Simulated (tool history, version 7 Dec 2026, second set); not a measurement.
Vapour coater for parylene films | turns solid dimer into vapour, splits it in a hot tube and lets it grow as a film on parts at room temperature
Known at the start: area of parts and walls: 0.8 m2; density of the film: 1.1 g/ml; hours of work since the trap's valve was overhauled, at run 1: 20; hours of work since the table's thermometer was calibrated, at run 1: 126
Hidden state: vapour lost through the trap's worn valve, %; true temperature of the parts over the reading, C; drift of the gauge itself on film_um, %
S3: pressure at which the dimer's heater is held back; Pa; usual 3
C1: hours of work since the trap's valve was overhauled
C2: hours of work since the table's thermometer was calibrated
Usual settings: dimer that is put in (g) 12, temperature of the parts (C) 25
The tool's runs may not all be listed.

run 1 hour=0 | dimer_that_is_put_in_(g)=12 temperature_of_the_parts_(C)=25 S3=3 | C1=20 C2=126 | thickness_of_the_film_(um)=8.61
run 2 hour=15.5 | dimer_that_is_put_in_(g)=15 temperature_of_the_parts_(C)=25 S3=3 | C1=28 C2=135 | thickness_of_the_film_(um)=10.68
run 3 hour=30.6 | dimer_that_is_put_in_(g)=15 temperature_of_the_parts_(C)=25 S3=3 | C1=36 C2=143 | thickness_of_the_film_(um)=10.73
run 4 hour=42.7 | dimer_that_is_put_in_(g)=12 temperature_of_the_parts_(C)=25 S3=3 | C1=43 C2=149 | thickness_of_the_film_(um)=8.64
run 5 hour=59.4 | dimer_that_is_put_in_(g)=18 temperature_of_the_parts_(C)=25 S3=3 | C1=52 C2=158 | thickness_of_the_film_(um)=12.82
run 6 hour=77 | dimer_that_is_put_in_(g)=12 temperature_of_the_parts_(C)=25 S3=3 | C1=61 C2=168 | thickness_of_the_film_(um)=8.56
run 7 hour=92.2 | dimer_that_is_put_in_(g)=12 temperature_of_the_parts_(C)=25 S3=3 | C1=69 C2=176 | thickness_of_the_film_(um)=8.48
run 8 hour=101.1 | dimer_that_is_put_in_(g)=12 temperature_of_the_parts_(C)=25 S3=3 | C1=74 C2=181 | thickness_of_the_film_(um)=8.52
run 9 hour=116.4 | dimer_that_is_put_in_(g)=12 temperature_of_the_parts_(C)=25 S3=3 | C1=82 C2=189 | thickness_of_the_film_(um)=8.51
run 10 hour=130 | dimer_that_is_put_in_(g)=12 temperature_of_the_parts_(C)=25 S3=3 | C1=90 C2=196 | thickness_of_the_film_(um)=8.55
run 11 hour=139.1 | dimer_that_is_put_in_(g)=12 temperature_of_the_parts_(C)=25 S3=3 | C1=95 C2=201 | thickness_of_the_film_(um)=8.54
run 12 hour=154.1 | dimer_that_is_put_in_(g)=12 temperature_of_the_parts_(C)=25 S3=3 | C1=103 C2=209 | thickness_of_the_film_(um)=8.52
run 13 hour=171.5 | dimer_that_is_put_in_(g)=12 temperature_of_the_parts_(C)=25 S3=3.71 | C1=112 C2=219 | thickness_of_the_film_(um)=8.2
run 14 hour=186.5 | dimer_that_is_put_in_(g)=5 temperature_of_the_parts_(C)=25 S3=3 | C1=120 C2=227 | thickness_of_the_film_(um)=3.52
run 15 hour=197.4 | dimer_that_is_put_in_(g)=5 temperature_of_the_parts_(C)=25 S3=3 | C1=126 C2=232 | thickness_of_the_film_(um)=3.52
run 16 hour=217.1 | dimer_that_is_put_in_(g)=12 temperature_of_the_parts_(C)=25 S3=3 | C1=137 C2=243 | thickness_of_the_film_(um)=8.29
run 17 hour=227.7 | dimer_that_is_put_in_(g)=6 temperature_of_the_parts_(C)=25 S3=3 | C1=142 C2=249 | thickness_of_the_film_(um)=4.18
run 18 hour=241.4 | dimer_that_is_put_in_(g)=6 temperature_of_the_parts_(C)=25 S3=9.12 | C1=150 C2=256 | thickness_of_the_film_(um)=3.76
run 19 hour=256.8 | dimer_that_is_put_in_(g)=6 temperature_of_the_parts_(C)=25 S3=9.12 | C1=158 C2=264 | thickness_of_the_film_(um)=3.74
run 20 hour=266.4 | dimer_that_is_put_in_(g)=12 temperature_of_the_parts_(C)=26 S3=3 | C1=163 C2=269 | thickness_of_the_film_(um)=8.06
run 21 hour=282.9 | dimer_that_is_put_in_(g)=12 temperature_of_the_parts_(C)=26 S3=3 | C1=172 C2=278 | thickness_of_the_film_(um)=7.96
run 22 hour=298.1 | dimer_that_is_put_in_(g)=13 temperature_of_the_parts_(C)=26 S3=3 | C1=180 C2=286 | thickness_of_the_film_(um)=8.72
run 23 hour=312.3 | dimer_that_is_put_in_(g)=13 temperature_of_the_parts_(C)=26 S3=3 | C1=188 C2=294 | thickness_of_the_film_(um)=8.78
run 24 hour=331.9 | dimer_that_is_put_in_(g)=13 temperature_of_the_parts_(C)=30 S3=3 | C1=198 C2=305 | thickness_of_the_film_(um)=7.48
run 25 hour=343.9 | dimer_that_is_put_in_(g)=12 temperature_of_the_parts_(C)=25 S3=2.33 | C1=205 C2=311 | thickness_of_the_film_(um)=8.53
run 26 hour=360.1 | dimer_that_is_put_in_(g)=12 temperature_of_the_parts_(C)=25 S3=2.33 | C1=213 C2=320 | thickness_of_the_film_(um)=8.43
run 27 hour=379.4 | dimer_that_is_put_in_(g)=12 temperature_of_the_parts_(C)=25 S3=2.33 | C1=224 C2=330 | thickness_of_the_film_(um)=8.41
run 28 hour=398.4 | dimer_that_is_put_in_(g)=12 temperature_of_the_parts_(C)=25 S3=2.33 | C1=234 C2=340 | thickness_of_the_film_(um)=8.42
run 29 hour=416 | dimer_that_is_put_in_(g)=12 temperature_of_the_parts_(C)=25 S3=2.33 | C1=243 C2=350 | thickness_of_the_film_(um)=8.42
run 30 hour=425.6 | dimer_that_is_put_in_(g)=12 temperature_of_the_parts_(C)=25 S3=2.33 | C1=248 C2=355 | thickness_of_the_film_(um)=8.32
run 31 hour=440.7 | dimer_that_is_put_in_(g)=12 temperature_of_the_parts_(C)=25 S3=2.33 | C1=256 C2=363 | thickness_of_the_film_(um)=8.27
run 32 hour=453.7 | dimer_that_is_put_in_(g)=12 temperature_of_the_parts_(C)=26 S3=4.26 | C1=264 C2=370 | thickness_of_the_film_(um)=7.64
run 33 hour=470.4 | dimer_that_is_put_in_(g)=20 temperature_of_the_parts_(C)=18 S3=3 | C1=272 C2=379 | thickness_of_the_film_(um)=17.3
run 34 hour=485.8 | dimer_that_is_put_in_(g)=20 temperature_of_the_parts_(C)=18 S3=3 | C1=281 C2=387 | thickness_of_the_film_(um)=17.18
run 35 hour=504.5 | dimer_that_is_put_in_(g)=5 temperature_of_the_parts_(C)=27 S3=3.73 | C1=291 C2=397 | thickness_of_the_film_(um)=3.09
run 36 hour=516.8 | dimer_that_is_put_in_(g)=5 temperature_of_the_parts_(C)=27 S3=3.73 | C1=297 C2=404 | thickness_of_the_film_(um)=3.09
run 37 hour=533.4 | dimer_that_is_put_in_(g)=12 temperature_of_the_parts_(C)=25 S3=5.17 | C1=306 C2=413 | thickness_of_the_film_(um)=7.51
run 38 hour=549.7 | dimer_that_is_put_in_(g)=12 temperature_of_the_parts_(C)=25 S3=5.17 | C1=315 C2=422 | thickness_of_the_film_(um)=7.59
run 39 hour=566.4 | dimer_that_is_put_in_(g)=21 temperature_of_the_parts_(C)=37 S3=8.6 | C1=324 C2=431 | thickness_of_the_film_(um)=8.18
run 40 hour=583.7 | dimer_that_is_put_in_(g)=13 temperature_of_the_parts_(C)=37 S3=8.6 | C1=333 C2=440 | thickness_of_the_film_(um)=5.15
run 41 hour=603.6 | dimer_that_is_put_in_(g)=13 temperature_of_the_parts_(C)=24 S3=5.22 | C1=344 C2=450 | thickness_of_the_film_(um)=8.53

3 ways to go on from here, each from the tool as it stands after run 41. What would each give?
run A hour=616.3 | dimer_that_is_put_in_(g)=6 temperature_of_the_parts_(C)=24 S3=2.28 | C1=351 C2=457 | thickness_of_the_film_(um)=?
run B hour=616.3 | dimer_that_is_put_in_(g)=10 temperature_of_the_parts_(C)=24 S3=2.64 | C1=351 C2=457 | thickness_of_the_film_(um)=?
run C hour=616.3 | dimer_that_is_put_in_(g)=22 temperature_of_the_parts_(C)=25 S3=10.08 | C1=351 C2=457 | thickness_of_the_film_(um)=?

run=A thickness_of_the_film_(um)=4.24
run=B thickness_of_the_film_(um)=6.87
run=C thickness_of_the_film_(um)=12.81
Without the tool's hidden state the same runs would have given:
run=A thickness_of_the_film_(um)=4.65
run=B thickness_of_the_film_(um)=7.54
run=C thickness_of_the_film_(um)=14.06
